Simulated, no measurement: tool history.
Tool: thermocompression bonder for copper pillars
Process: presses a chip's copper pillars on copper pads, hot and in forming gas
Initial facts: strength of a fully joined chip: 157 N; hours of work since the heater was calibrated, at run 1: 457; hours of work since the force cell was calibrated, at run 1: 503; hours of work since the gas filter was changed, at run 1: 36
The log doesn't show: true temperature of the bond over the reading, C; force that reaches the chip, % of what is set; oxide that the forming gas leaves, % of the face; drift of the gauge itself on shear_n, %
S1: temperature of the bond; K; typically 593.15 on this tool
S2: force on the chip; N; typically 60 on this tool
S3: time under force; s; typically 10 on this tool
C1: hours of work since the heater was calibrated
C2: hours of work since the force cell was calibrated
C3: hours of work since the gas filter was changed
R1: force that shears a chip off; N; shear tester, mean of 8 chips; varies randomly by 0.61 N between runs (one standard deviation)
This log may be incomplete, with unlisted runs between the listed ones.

Run 1, day 0: usual settings; C1 457; C2 503; C3 36. Result: R1 71.6 N.
Run 2, day 2.929: usual settings; C1 505; C2 552; C3 84. Result: R1 71.4 N.
Run 3, day 5.638: usual settings; C1 550; C2 597; C3 129. Result: R1 70.3 N.
Run 4, day 8.683: usual settings; C1 600; C2 647; C3 179. Result: R1 70.4 N.
At day 9.2: forming gas filter changed.
At day 10.35: heater calibrated with a thermocouple chip.
Run 5, day 11.183: usual settings; C1 14; C2 687; C3 31. Result: R1 65.8 N.
Run 6, day 14.521: usual settings; C1 69; C2 742; C3 87. Result: R1 65.3 N.
Run 7, day 17.725: usual settings but S2 87 N; C1 122; C2 795; C3 140. Result: R1 84.2 N.
Run 8, day 19.192: usual settings but S2 87 N; C1 146; C2 819; C3 164. Result: R1 85.2 N.
At day 20.638: forming gas filter changed.
Run 9, day 22.367: usual settings but S2 87 N; C1 199; C2 872; C3 29. Result: R1 89.2 N.
Run 10, day 24.571: usual settings but S1 566.15 K, S2 89 N, S3 5 s; C1 235; C2 908; C3 65. Result: R1 48 N.

Consider 3 possible next runs. They are alternatives, not a sequence: every one starts from the tool as it was left by run 10. What does each give?
Run A, day 26.025: usual settings but S1 571.15 K, S2 42 N, S3 11 s; C1 259; C2 932; C3 89. Result: R1 ?.
Run B, day 26.025: usual settings but S2 70 N, S3 5 s; C1 259; C2 932; C3 89. Result: R1 ?.
Run C, day 26.025: usual settings but S2 79 N; C1 259; C2 932; C3 89. Result: R1 ?.

run    R1
  A  37.5
  B    58
  C  81.4
The same runs, with their run-to-run variation unchanged, on a tool lacking any hidden condition would have given:
run    R1
  A  34.7
  B  54.4
  C  77.5
